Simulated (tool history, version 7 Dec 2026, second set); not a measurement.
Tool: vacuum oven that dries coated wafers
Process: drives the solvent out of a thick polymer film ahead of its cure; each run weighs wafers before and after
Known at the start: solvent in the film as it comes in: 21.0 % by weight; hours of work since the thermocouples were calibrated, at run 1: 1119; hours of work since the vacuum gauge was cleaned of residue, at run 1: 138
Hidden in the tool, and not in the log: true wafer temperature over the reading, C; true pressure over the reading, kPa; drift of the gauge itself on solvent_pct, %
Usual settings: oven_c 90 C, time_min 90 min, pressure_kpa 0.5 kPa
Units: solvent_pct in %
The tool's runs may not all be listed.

run    hour  oven_c  time_min  pressure_kpa  hours of work since the thermocouples were calibrated  hours of work since the vacuum gauge was cleaned of residue  solvent_pct
  1       0      90        90           0.5                                                   1119                                                          138         2.22
  2    85.1      77        90           0.5                                                   1174                                                          192         7.17
  3   167.8      77        90           0.5                                                   1227                                                          245         7.16
  4   217.9      87        90           0.5                                                   1259                                                          278         3.06
  5   272.9      90       109           0.5                                                   1295                                                          313         1.48
  6   360.1      90        68           0.5                                                   1351                                                          369         3.36
  7   397.5      90        90           0.5                                                   1375                                                          393         2.18
  8   440.3      90        90           0.5                                                   1402                                                          421         2.16
      462.1  -- oven's thermocouples calibrated
  9   488.5      90        90           0.5                                                     17                                                          450         3.03
 10   562.2      90        90           0.5                                                     64                                                          498         3.09
 11   612.7      90        90           0.5                                                     97                                                          530         3.16
 12   690.5      90        90           0.5                                                    147                                                          580         3.21
 13     767      90        90           0.5                                                    196                                                          629         3.09
 14   829.9      90        90           0.5                                                    236                                                          670         3.24
 15   901.5      90        90           0.5                                                    282                                                          716         3.17
 16   981.1      90        90           0.5                                                    333                                                          767         3.07
 17  1062.5      90       131           0.5                                                    386                                                          819         1.85
 18  1116.1      90       131           0.5                                                    420                                                          853         1.76
 19  1158.5      90       131           0.5                                                    447                                                          881         1.79
 20  1224.4      89        90           0.5                                                    490                                                          923         3.35
 21  1297.3      89        90           0.5                                                    537                                                          970         3.52
 22  1333.9      89        90           0.5                                                    560                                                          993         3.48
 23  1400.7      89        90           0.5                                                    603                                                         1036         3.31
 24    1471      90        90         0.456                                                    648                                                         1081          3.1
 25  1537.5     101       123         1.817                                                    691                                                         1124         1.45
 26  1587.7      77       110         0.622                                                    723                                                         1156         7.47
     1621.7  -- vacuum gauge cleaned of residue and calibrated
 27  1652.7      77        90         0.539                                                    764                                                           20         8.73
 28  1716.2     100        90         0.442                                                    805                                                           61          1.1
 29  1761.6      77        51         0.931                                                    834                                                           90        11.89
 30  1818.2      94        90         0.307                                                    870                                                          126         1.99
     1844.7  -- vacuum gauge cleaned of residue and calibrated, once more
 31  1900.5      97        90         0.431                                                    922                                                           36         1.02
 32  1962.9     101       147         1.699                                                    962                                                           76         1.12
 33  2011.4      81       121         0.656                                                    994                                                          107         4.58
 34  2080.5      81       121         0.656                                                   1038                                                          152         4.44
 35  2138.1      75        76         1.183                                                   1075                                                          189        10.12
 36  2187.9      95        50         0.893                                                   1107                                                          220         4.01
 37  2243.7      89       135         0.399                                                   1143                                                          256         1.45
 38  2289.4      89       135         0.399                                                   1172                                                          286         1.36
 39  2336.5      90        95           0.5                                                   1202                                                          316         2.24
 40  2387.7      90        95           0.5                                                   1235                                                          349         2.33
 41  2473.4      90        72          0.33                                                   1290                                                          404         3.48
 42  2547.3      90        72          0.33                                                   1338                                                          451         3.35
 43  2609.6      90        72          0.33                                                   1378                                                          491         3.45
     2669.1  -- oven's thermocouples calibrated
 44  2695.7      99        90           0.5                                                     17                                                          546         0.97
 45  2739.3      99        90           0.5                                                     45                                                          574         1.03
 46  2808.6      83        90         1.144                                                     90                                                          618         6.38

4 ways to go on from here, each from the tool as it stands after run 46. What would each give?
  A  2854.9     104       124         0.301                                                    119                                                          648            ?
  B  2854.9      89        90           0.5                                                    119                                                          648            ?
  C  2854.9      90        95           0.5                                                    119                                                          648            ?
  D  2854.9      90       159           0.5                                                    119                                                          648            ?

run  solvent_pct
  A         0.37
  B         3.33
  C         2.71
  D         1.19
Without the tool's hidden state the same runs would have given:
run  solvent_pct
  A         0.21
  B         3.09
  C         2.47
  D         0.93
